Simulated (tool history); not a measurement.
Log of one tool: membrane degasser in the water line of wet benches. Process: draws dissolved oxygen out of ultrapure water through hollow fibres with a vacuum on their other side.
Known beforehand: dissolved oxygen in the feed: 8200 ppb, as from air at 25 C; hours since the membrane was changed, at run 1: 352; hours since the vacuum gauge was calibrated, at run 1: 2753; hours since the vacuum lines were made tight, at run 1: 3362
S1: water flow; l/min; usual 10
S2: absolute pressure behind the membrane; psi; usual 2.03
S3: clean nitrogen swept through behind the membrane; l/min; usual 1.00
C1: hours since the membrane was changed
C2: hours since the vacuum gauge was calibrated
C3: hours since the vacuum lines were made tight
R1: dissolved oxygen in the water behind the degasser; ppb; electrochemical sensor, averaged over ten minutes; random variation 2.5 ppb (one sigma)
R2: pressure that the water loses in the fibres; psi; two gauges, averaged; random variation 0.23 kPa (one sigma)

| run | hour | S1 | S2 | S3 | C1 | C2 | C3 | R1 | R2 |
|---|---|---|---|---|---|---|---|---|---|
| 1 | 0.0 | 10 | 2.03 | 1.00 | 352 | 2753 | 3362 | 247.3 | 8.725 |
| 2 | 61.3 | 13 | 2.03 | 1.00 | 413 | 2815 | 3423 | 314.0 | 11.301 |
| 3 | 130.0 | 10 | 1.93 | 1.00 | 482 | 2883 | 3492 | 235.3 | 8.728 |
| 4 | 197.5 | 10 | 1.93 | 1.00 | 549 | 2951 | 3559 | 233.2 | 8.740 |
| 5 | 247.2 | 10 | 1.93 | 1.00 | 599 | 3001 | 3609 | 234.3 | 8.743 |
| 6 | 297.6 | 10 | 2.03 | 1.39 | 649 | 3051 | 3659 | 184.5 | 8.736 |
| 7 | 340.5 | 10 | 2.03 | 2.47 | 692 | 3094 | 3702 | 110.1 | 8.826 |
| 8 | 400.9 | 10 | 2.03 | 1.64 | 753 | 3154 | 3763 | 159.1 | 8.749 |
| 9 | 440.2 | 10 | 2.03 | 1.00 | 792 | 3194 | 3802 | 251.7 | 8.814 |
| 10 | 487.1 | 10 | 2.03 | 1.00 | 839 | 3240 | 3849 | 246.7 | 8.763 |
| 11 | 534.7 | 10 | 2.90 | 1.00 | 887 | 3288 | 3896 | 389.6 | 8.853 |
| 12 | 587.5 | 10 | 2.03 | 1.00 | 939 | 3341 | 3949 | 254.2 | 8.788 |
| 13 | 652.7 | 10 | 2.03 | 0.58 | 1005 | 3406 | 4015 | 405.6 | 8.914 |
| 14 | 699.3 | 7 | 2.74 | 0.76 | 1051 | 3453 | 4061 | 329.3 | 6.219 |
| 15 | 746.1 | 7 | 2.74 | 0.99 | 1098 | 3499 | 4108 | 258.8 | 6.221 |
| 16 | 785.8 | 10 | 2.67 | 0.99 | 1138 | 3539 | 4148 | 348.0 | 8.855 |
|  | 818.8 | gauge calibrated |
| 17 | 840.1 | 7 | 2.87 | 0.99 | 1192 | 3593 | 4202 | 274.2 | 6.031 |
| 18 | 901.2 | 11 | 2.87 | 0.79 | 1253 | 3655 | 4263 | 505.8 | 9.561 |
| 19 | 950.1 | 12 | 2.03 | 0.46 | 1302 | 3703 | 4312 | 568.9 | 10.440 |
| 20 | 1018.6 | 10 | 4.42 | 1.00 | 1371 | 3772 | 4380 | 602.1 | 8.699 |

Predict the results of run 21:
| 21 | 1058.5 | 10 | 2.87 | 1.00 | 1410 | 3812 | 4420 | ? | ? |

{"run 21": {"R1": 379.5, "R2": 8.731}}
Minus the tool's unlogged condition, the same run would have read R1 379.2 ppb, R2 8.657 psi.
